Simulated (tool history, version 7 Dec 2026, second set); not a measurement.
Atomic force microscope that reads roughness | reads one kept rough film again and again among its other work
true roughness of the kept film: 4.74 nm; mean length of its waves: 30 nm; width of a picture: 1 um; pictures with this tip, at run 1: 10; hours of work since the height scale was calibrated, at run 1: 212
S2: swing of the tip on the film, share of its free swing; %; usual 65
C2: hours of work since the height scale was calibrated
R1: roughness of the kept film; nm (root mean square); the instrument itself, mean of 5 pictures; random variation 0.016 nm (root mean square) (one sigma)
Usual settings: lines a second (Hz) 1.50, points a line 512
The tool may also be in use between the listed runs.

run 1 day=0.000 | lines_a_second_(Hz)=1.50 S2=65 points_a_line=512 | pictures_with_this_tip=10 C2=212 | R1=3.890
run 2 day=0.446 | lines_a_second_(Hz)=1.50 S2=65 points_a_line=512 | pictures_with_this_tip=25 C2=218 | R1=3.863
run 3 day=1.271 | lines_a_second_(Hz)=1.50 S2=65 points_a_line=512 | pictures_with_this_tip=52 C2=228 | R1=3.861
run 4 day=1.908 | lines_a_second_(Hz)=1.50 S2=65 points_a_line=467 | pictures_with_this_tip=73 C2=236 | R1=3.892
run 5 day=2.396 | lines_a_second_(Hz)=1.50 S2=65 points_a_line=467 | pictures_with_this_tip=89 C2=243 | R1=3.862
run 6 day=3.212 | lines_a_second_(Hz)=1.50 S2=57 points_a_line=479 | pictures_with_this_tip=115 C2=253 | R1=3.991
run 7 day=3.712 | lines_a_second_(Hz)=1.50 S2=57 points_a_line=479 | pictures_with_this_tip=132 C2=260 | R1=3.982
run 8 day=4.496 | lines_a_second_(Hz)=1.50 S2=57 points_a_line=479 | pictures_with_this_tip=157 C2=270 | R1=3.995
run 9 day=4.958 | lines_a_second_(Hz)=1.50 S2=57 points_a_line=479 | pictures_with_this_tip=173 C2=276 | R1=4.028
run 10 day=5.950 | lines_a_second_(Hz)=1.50 S2=57 points_a_line=479 | pictures_with_this_tip=205 C2=289 | R1=3.989

5 ways to go on from here, each from the tool as it stands after run 10. What would each give?
-- day=6.533 new tip fitted
run A day=6.642 | lines_a_second_(Hz)=0.92 S2=57 points_a_line=489 | pictures_with_this_tip=3 C2=297 | R1=?
-- day=6.533 new tip fitted
run B day=6.642 | lines_a_second_(Hz)=0.60 S2=62 points_a_line=1013 | pictures_with_this_tip=3 C2=297 | R1=?
-- day=6.533 new tip fitted
run C day=6.642 | lines_a_second_(Hz)=0.71 S2=65 points_a_line=318 | pictures_with_this_tip=3 C2=297 | R1=?
-- day=6.533 new tip fitted
run D day=6.642 | lines_a_second_(Hz)=1.78 S2=89 points_a_line=290 | pictures_with_this_tip=3 C2=297 | R1=?
-- day=6.533 new tip fitted
run E day=6.642 | lines_a_second_(Hz)=1.15 S2=69 points_a_line=618 | pictures_with_this_tip=3 C2=297 | R1=?

run=A R1=4.043
run=B R1=4.047
run=C R1=3.992
run=D R1=3.261
run=E R1=3.879
Without the tool's hidden state the same runs would have given:
run=A R1=4.043
run=B R1=4.047
run=C R1=3.993
run=D R1=3.261
run=E R1=3.879
